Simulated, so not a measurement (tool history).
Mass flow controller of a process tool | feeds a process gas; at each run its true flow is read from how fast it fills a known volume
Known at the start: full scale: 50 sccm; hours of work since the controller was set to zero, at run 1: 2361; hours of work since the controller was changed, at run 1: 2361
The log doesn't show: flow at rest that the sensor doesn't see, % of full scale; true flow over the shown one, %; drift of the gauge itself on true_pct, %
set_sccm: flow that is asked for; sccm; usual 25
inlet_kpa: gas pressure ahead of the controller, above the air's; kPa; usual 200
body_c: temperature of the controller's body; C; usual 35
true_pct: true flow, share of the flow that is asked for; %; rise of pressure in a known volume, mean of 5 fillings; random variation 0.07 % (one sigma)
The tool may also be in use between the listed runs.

run	hour	set_sccm	inlet_kpa	body_c	hours of work since the controller was set to zero	hours of work since the controller was changed	true_pct
1	0.0	25	200	35	2361	2361	99.74
2	112.0	25	200	35	2417	2417	99.84
3	196.3	25	200	35	2459	2459	99.75
4	302.9	25	200	35	2512	2512	99.77
5	355.1	25	200	35	2539	2539	99.74
6	445.6	25	200	35	2584	2584	99.80
7	530.8	25	200	35	2626	2626	99.94
8	642.5	25	200	35	2682	2682	99.84
9	719.0	25	200	35	2721	2721	99.96
10	776.7	25	200	35	2749	2749	99.86
11	831.5	25	200	35	2777	2777	99.88
12	919.2	25	200	35	2821	2821	99.83
13	1037.6	25	200	35	2880	2880	100.00
14	1155.6	25	200	35	2939	2939	99.98
15	1259.9	25	200	35	2991	2991	99.82
16	1326.4	25	223	35	3025	3025	99.96
17	1399.0	25	223	35	3061	3061	99.79
18	1506.8	25	223	35	3115	3115	99.82
19	1596.4	25	223	35	3160	3160	99.79
20	1675.5	25	200	35	3199	3199	99.98
21	1737.8	12	200	35	3230	3230	100.15
22	1850.4	19	200	35	3287	3287	99.95
23	1905.2	17	220	35	3314	3314	99.79
24	2014.9	20	220	31	3369	3369	99.59
25	2099.2	20	220	31	3411	3411	99.60
26	2166.5	20	220	31	3445	3445	99.80
27	2271.3	13	200	25	3497	3497	99.61
28	2386.3	6	171	35	3555	3555	101.56
29	2492.5	14	142	35	3608	3608	100.46
30	2572.7	17	160	29	3648	3648	99.87
31	2621.5	17	160	29	3673	3673	100.10

Forecast run 32:
32	2681.6	25	254	27	3703	3703	?

true_pct: 99.47 %
Without the tool's hidden state the same run would have given true_pct 98.66 %.

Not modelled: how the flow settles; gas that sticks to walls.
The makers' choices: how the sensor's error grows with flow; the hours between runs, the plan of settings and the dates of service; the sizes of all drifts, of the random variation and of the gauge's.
